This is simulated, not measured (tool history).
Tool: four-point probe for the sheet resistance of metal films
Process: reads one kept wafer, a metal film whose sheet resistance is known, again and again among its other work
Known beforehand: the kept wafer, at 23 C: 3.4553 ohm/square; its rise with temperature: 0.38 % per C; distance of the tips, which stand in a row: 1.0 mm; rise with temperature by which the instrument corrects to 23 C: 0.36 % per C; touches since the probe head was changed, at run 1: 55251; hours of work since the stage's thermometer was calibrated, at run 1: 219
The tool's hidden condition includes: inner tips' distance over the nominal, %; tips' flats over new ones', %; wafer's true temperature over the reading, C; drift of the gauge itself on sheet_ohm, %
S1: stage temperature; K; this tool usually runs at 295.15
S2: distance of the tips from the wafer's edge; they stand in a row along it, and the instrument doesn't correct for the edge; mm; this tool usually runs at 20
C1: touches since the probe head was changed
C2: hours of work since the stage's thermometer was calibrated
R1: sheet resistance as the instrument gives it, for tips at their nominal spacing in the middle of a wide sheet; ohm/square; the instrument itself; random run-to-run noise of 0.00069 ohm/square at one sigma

{"run": 1, "hour": 0.0, "S1": 295.15, "S2": 20, "C1": 55251, "C2": 219, "R1": 3.46758}
{"run": 2, "hour": 13.3, "S1": 295.15, "S2": 20, "C1": 55954, "C2": 227, "R1": 3.466663}
{"run": 3, "hour": 26.5, "S1": 295.15, "S2": 20, "C1": 56648, "C2": 235, "R1": 3.467426}
{"run": 4, "hour": 37.4, "S1": 295.15, "S2": 20, "C1": 57223, "C2": 241, "R1": 3.467394}
{"run": 5, "hour": 44.9, "S1": 295.15, "S2": 20, "C1": 57622, "C2": 246, "R1": 3.466743}
{"run": 6, "hour": 57.7, "S1": 295.15, "S2": 20, "C1": 58300, "C2": 254, "R1": 3.467779}
{"run": 7, "hour": 67.3, "S1": 295.15, "S2": 20, "C1": 58805, "C2": 259, "R1": 3.467728}
{"run": 8, "hour": 83.3, "S1": 295.15, "S2": 20, "C1": 59650, "C2": 269, "R1": 3.466758}
{"run": 9, "hour": 98.9, "S1": 295.15, "S2": 20, "C1": 60471, "C2": 278, "R1": 3.466517}
{"run": 10, "hour": 106.7, "S1": 295.15, "S2": 20, "C1": 60885, "C2": 283, "R1": 3.467542}
{"run": 11, "hour": 119.9, "S1": 295.15, "S2": 20, "C1": 61579, "C2": 291, "R1": 3.468048}
{"run": 12, "hour": 135.6, "S1": 295.15, "S2": 20, "C1": 62410, "C2": 300, "R1": 3.468902}
{"run": 13, "hour": 147.7, "S1": 295.15, "S2": 20, "C1": 63047, "C2": 308, "R1": 3.469284}
{"run": 14, "hour": 161.9, "S1": 295.15, "S2": 15, "C1": 63799, "C2": 316, "R1": 3.472453}
{"run": 15, "hour": 176.1, "S1": 295.15, "S2": 15, "C1": 64551, "C2": 325, "R1": 3.473464}
{"run": 16, "hour": 185.1, "S1": 294.15, "S2": 7, "C1": 65027, "C2": 330, "R1": 3.500299}
{"run": 17, "hour": 196.8, "S1": 294.15, "S2": 3, "C1": 65642, "C2": 337, "R1": 3.658057}
{"run": 18, "hour": 205.8, "S1": 294.15, "S2": 3, "C1": 66120, "C2": 343, "R1": 3.657593}
{"run": 19, "hour": 212.5, "S1": 298.15, "S2": 35, "C1": 66469, "C2": 347, "R1": 3.469087}
{"run": 20, "hour": 228.8, "S1": 292.15, "S2": 4, "C1": 67331, "C2": 356, "R1": 3.574703}
{"run": 21, "hour": 241.5, "S1": 292.15, "S2": 4, "C1": 68003, "C2": 364, "R1": 3.575861}
{"run": 22, "hour": 254.2, "S1": 303.15, "S2": 4, "C1": 68672, "C2": 372, "R1": 3.584687}
{"run": 23, "hour": 265.8, "S1": 300.15, "S2": 7, "C1": 69283, "C2": 379, "R1": 3.507451}
{"run": 24, "hour": 273.0, "S1": 300.15, "S2": 7, "C1": 69663, "C2": 383, "R1": 3.506672}
{"run": 25, "hour": 281.5, "S1": 300.15, "S2": 7, "C1": 70115, "C2": 388, "R1": 3.507388}
{"run": 26, "hour": 297.0, "S1": 304.15, "S2": 5, "C1": 70930, "C2": 397, "R1": 3.547412}
{"run": 27, "hour": 312.9, "S1": 306.15, "S2": 5, "C1": 71774, "C2": 407, "R1": 3.548032}
{"run": 28, "hour": 323.0, "S1": 306.15, "S2": 5, "C1": 72307, "C2": 413, "R1": 3.548008}
{"run": 29, "hour": 335.9, "S1": 306.15, "S2": 5, "C1": 72985, "C2": 421, "R1": 3.547703}
{"run": 30, "hour": 350.7, "S1": 297.15, "S2": 43, "C1": 73766, "C2": 430, "R1": 3.469719}

Predict each of these 4 candidate next runs independently; none follows another, all start after run 30:
{"run": "A", "hour": 362.2, "S1": 306.15, "S2": 11, "C1": 74373, "C2": 437, "R1": "?"}
{"run": "B", "hour": 362.2, "S1": 294.15, "S2": 9, "C1": 74373, "C2": 437, "R1": "?"}
{"run": "C", "hour": 362.2, "S1": 292.15, "S2": 20, "C1": 74373, "C2": 437, "R1": "?"}
{"run": "D", "hour": 362.2, "S1": 297.15, "S2": 18, "C1": 74373, "C2": 437, "R1": "?"}

run=A R1=3.490313
run=B R1=3.488662
run=C R1=3.467447
run=D R1=3.47338
Had the tool no hidden state, the same runs would have come out as:
run=A R1=3.478618
run=B R1=3.476975
run=C R1=3.455826
run=D R1=3.461739
